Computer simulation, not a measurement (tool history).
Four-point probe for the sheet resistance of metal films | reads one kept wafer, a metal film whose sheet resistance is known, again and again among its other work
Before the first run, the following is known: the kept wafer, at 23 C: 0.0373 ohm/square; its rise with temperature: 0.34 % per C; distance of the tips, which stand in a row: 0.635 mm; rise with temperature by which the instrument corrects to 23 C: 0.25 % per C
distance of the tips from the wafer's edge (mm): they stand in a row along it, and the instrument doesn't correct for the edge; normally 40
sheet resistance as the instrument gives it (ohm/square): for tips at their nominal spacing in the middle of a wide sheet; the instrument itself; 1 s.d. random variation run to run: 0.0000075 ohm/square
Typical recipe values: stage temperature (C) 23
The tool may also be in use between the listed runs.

run    hour  stage temperature (C)  distance of the tips from the wafer's edge (mm)  sheet resistance as the instrument gives it (ohm/square)
  1       0                     23                                               40                                                  0.037433
       14.9  -- stage's thermometer calibrated
  2    40.8                     23                                               40                                                  0.037315
  3    67.8                     23                                               40                                                  0.037321
  4    84.9                     23                                               40                                                  0.037315
  5   114.3                     23                                               40                                                  0.037311
  6   144.8                     23                                               40                                                   0.03732
  7   171.7                     23                                               40                                                  0.037322
  8   189.8                     23                                               40                                                  0.037322
  9   210.5                     23                                               40                                                  0.037319
 10   243.9                     23                                               40                                                  0.037319
 11     263                     23                                               27                                                  0.037337
 12   301.8                     23                                               27                                                  0.037322
 13   338.5                     23                                               40                                                  0.037319
 14   358.9                     23                                               40                                                  0.037306
 15   387.5                     23                                               40                                                  0.037321
 16   405.3                     23                                               40                                                   0.03733
 17   436.3                     33                                               40                                                  0.037655
 18     470                     23                                               41                                                  0.037327
 19   499.8                     23                                               41                                                  0.037326
 20   522.5                     23                                               41                                                  0.037324
 21   545.1                     23                                               29                                                  0.037335
 22   582.5                     23                                               29                                                  0.037322
 23   621.4                     20                                               23                                                  0.037248
 24   651.9                     21                                                6                                                  0.037476
 25   671.4                     21                                                6                                                  0.037477
 26   709.3                     26                                                6                                                  0.037646
 27   733.4                     23                                               10                                                  0.037405
 28   766.9                     23                                               10                                                  0.037406
 29   803.2                     25                                               12                                                  0.037451
 30   840.6                     33                                                4                                                  0.038171
 31     871                     30                                               68                                                  0.037575
 32   893.3                     24                                                7                                                  0.037534
 33   920.6                     24                                                7                                                  0.037506
 34     949                     24                                                7                                                  0.037533
 35   970.1                     34                                                6                                                  0.037916
 36   990.7                     32                                               27                                                  0.037632
 37  1016.6                     19                                               42                                                  0.037196
 38  1055.7                     18                                                8                                                  0.037286
 39  1080.9                     18                                                8                                                  0.037277
 40    1123                     18                                                8                                                  0.037285
 41  1140.3                     18                                                8                                                  0.037285
 42  1159.2                     24                                               42                                                  0.037371
 43  1199.2                     30                                               36                                                  0.037569

Branching from run 43: 5 alternative next runs. What would each branch give?
  A  1237                     21                                               36                                                         ?
  B  1237                     18                                                3                                                         ?
  C  1237                     31                                                5                                                         ?
  D  1237                     24                                               12                                                         ?
  E  1237                     20                                               27                                                         ?

run  sheet resistance as the instrument gives it (ohm/square)
  A                                                  0.037265
  B                                                  0.038029
  C                                                  0.037928
  D                                                  0.037415
  E                                                  0.037239
Take away the tool's hidden state, keep each run's random variation, and the runs would have read:
run  sheet resistance as the instrument gives it (ohm/square)
  A                                                  0.037237
  B                                                     0.038
  C                                                    0.0379
  D                                                  0.037387
  E                                                  0.037211
